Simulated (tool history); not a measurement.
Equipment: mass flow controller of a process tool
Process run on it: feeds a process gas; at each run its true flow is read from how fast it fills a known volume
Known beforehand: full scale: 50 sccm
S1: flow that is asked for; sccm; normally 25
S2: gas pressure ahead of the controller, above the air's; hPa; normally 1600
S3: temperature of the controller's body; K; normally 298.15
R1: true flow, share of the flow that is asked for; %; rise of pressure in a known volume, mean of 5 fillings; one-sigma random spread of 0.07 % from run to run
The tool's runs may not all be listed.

| run | hour | S1 | S2 | S3 | R1 |
|---|---|---|---|---|---|
| 1 | 0 | 25 | 1600 | 298.15 | 98.64 |
| 2 | 38.2 | 25 | 1600 | 303.15 | 99.12 |
| 3 | 85.9 | 25 | 1600 | 303.15 | 99.26 |
| 4 | 154.6 | 25 | 1600 | 303.15 | 99.46 |
| 5 | 230.5 | 25 | 1610 | 298.15 | 98.82 |
| 6 | 308.7 | 25 | 1610 | 298.15 | 99.16 |
| 7 | 382.4 | 25 | 1610 | 298.15 | 99.1 |
| 8 | 430.6 | 25 | 1600 | 298.15 | 99.25 |
| 9 | 505.2 | 25 | 1600 | 300.15 | 99.7 |
| 10 | 563.6 | 17 | 1760 | 300.15 | 99.41 |
| 11 | 622.2 | 25 | 1530 | 298.15 | 99.55 |
| 12 | 695.5 | 25 | 1530 | 298.15 | 99.8 |
| 13 | 760.2 | 25 | 1530 | 304.15 | 100.56 |
| 14 | 826.4 | 43 | 1600 | 301.15 | 101.3 |
| 15 | 880.3 | 25 | 1650 | 312.15 | 101.67 |

Here are 5 independent what-if runs from the current tool condition. What would each one return?
| A | 915.4 | 28 | 2000 | 298.15 | ? |
| B | 915.4 | 25 | 1800 | 306.15 | ? |
| C | 915.4 | 20 | 1650 | 312.15 | ? |
| D | 915.4 | 6 | 1650 | 308.15 | ? |
| E | 915.4 | 46 | 1450 | 298.15 | ? |

| run | R1 |
|---|---|
| A | 100.38 |
| B | 101.08 |
| C | 101.52 |
| D | 100.24 |
| E | 101.22 |
Stripped of hidden state, with their random variation kept, the same runs would have yielded:
| run | R1 |
|---|---|
| A | 98.8 |
| B | 99.49 |
| C | 99.93 |
| D | 98.67 |
| E | 99.62 |
